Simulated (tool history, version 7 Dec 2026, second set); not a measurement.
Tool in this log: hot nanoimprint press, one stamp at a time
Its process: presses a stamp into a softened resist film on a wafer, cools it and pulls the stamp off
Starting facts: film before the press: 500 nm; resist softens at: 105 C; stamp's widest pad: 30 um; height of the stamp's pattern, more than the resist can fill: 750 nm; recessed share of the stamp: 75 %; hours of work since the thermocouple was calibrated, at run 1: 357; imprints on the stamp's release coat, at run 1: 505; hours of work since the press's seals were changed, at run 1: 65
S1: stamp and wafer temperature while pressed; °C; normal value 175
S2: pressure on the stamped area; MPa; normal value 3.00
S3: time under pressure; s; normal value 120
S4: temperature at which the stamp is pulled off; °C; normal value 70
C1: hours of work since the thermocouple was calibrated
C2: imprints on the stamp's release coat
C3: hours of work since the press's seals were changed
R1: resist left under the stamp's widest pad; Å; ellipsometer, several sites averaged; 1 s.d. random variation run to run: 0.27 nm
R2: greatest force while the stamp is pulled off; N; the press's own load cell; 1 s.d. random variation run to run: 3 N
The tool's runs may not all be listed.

run,hour,S1,S2,S3,S4,C1,C2,C3,R1,R2
1,0.0,175,3.00,120,70,357,505,65,2187,177
# hour 10.3: plate thermocouple calibrated
2,19.9,175,3.83,120,70,4,527,72,1883,171
3,36.4,175,3.83,120,70,11,548,79,1883,168
4,49.2,175,3.83,120,70,16,565,84,1884,175
5,69.7,175,3.83,120,70,24,591,92,1892,171
6,80.2,175,3.83,98,70,28,604,96,2033,170
7,95.1,175,3.83,98,70,34,623,102,2027,170
8,115.8,175,3.00,120,70,43,650,111,2159,168
9,134.1,175,3.00,120,70,50,673,118,2165,172
10,156.1,175,3.00,120,70,59,701,127,2163,176
11,173.3,175,3.00,120,70,66,723,134,2164,174
12,193.6,175,3.00,170,70,74,750,142,1915,180
13,215.0,175,3.00,170,70,83,777,151,1919,178
14,231.9,175,3.00,170,70,90,799,158,1920,187
15,251.5,175,3.00,170,70,98,824,166,1926,176
16,273.2,175,3.00,170,70,107,851,175,1920,186
17,293.2,174,2.11,77,60,115,877,183,3040,219
18,310.6,175,1.96,120,60,122,899,190,2704,219
19,331.9,179,3.00,120,60,130,927,198,1940,220
20,349.5,179,3.00,120,60,137,949,205,1949,227
21,364.8,173,2.17,120,70,144,969,212,2710,185
22,388.2,182,2.84,120,78,153,999,221,1852,163
23,410.6,182,2.84,165,66,162,1027,230,1649,203
24,422.8,184,3.30,165,62,167,1043,235,1433,222
25,443.0,181,3.30,240,62,175,1069,243,1356,220
26,463.9,175,3.76,239,70,184,1096,252,1502,199
27,484.3,165,3.04,239,70,192,1122,260,2311,200
28,498.7,175,3.00,231,70,198,1140,266,1734,191
29,518.1,175,1.92,231,70,206,1165,274,2218,204

Predict each of these 4 candidate next runs independently; none follows another, all start after run 29:
A,531.0,175,4.79,231,70,211,1182,279,?,?
B,531.0,181,1.92,231,65,211,1182,279,?,?
C,531.0,168,1.92,231,70,211,1182,279,?,?
D,531.0,175,3.00,120,66,211,1182,279,?,?

run,R1,R2
A,1326,202
B,1879,226
C,2700,206
D,2192,222
Take away the tool's hidden state, keep each run's random variation, and the runs would have read:
run,R1,R2
A,1293,143
B,1842,160
C,2646,146
D,2146,158

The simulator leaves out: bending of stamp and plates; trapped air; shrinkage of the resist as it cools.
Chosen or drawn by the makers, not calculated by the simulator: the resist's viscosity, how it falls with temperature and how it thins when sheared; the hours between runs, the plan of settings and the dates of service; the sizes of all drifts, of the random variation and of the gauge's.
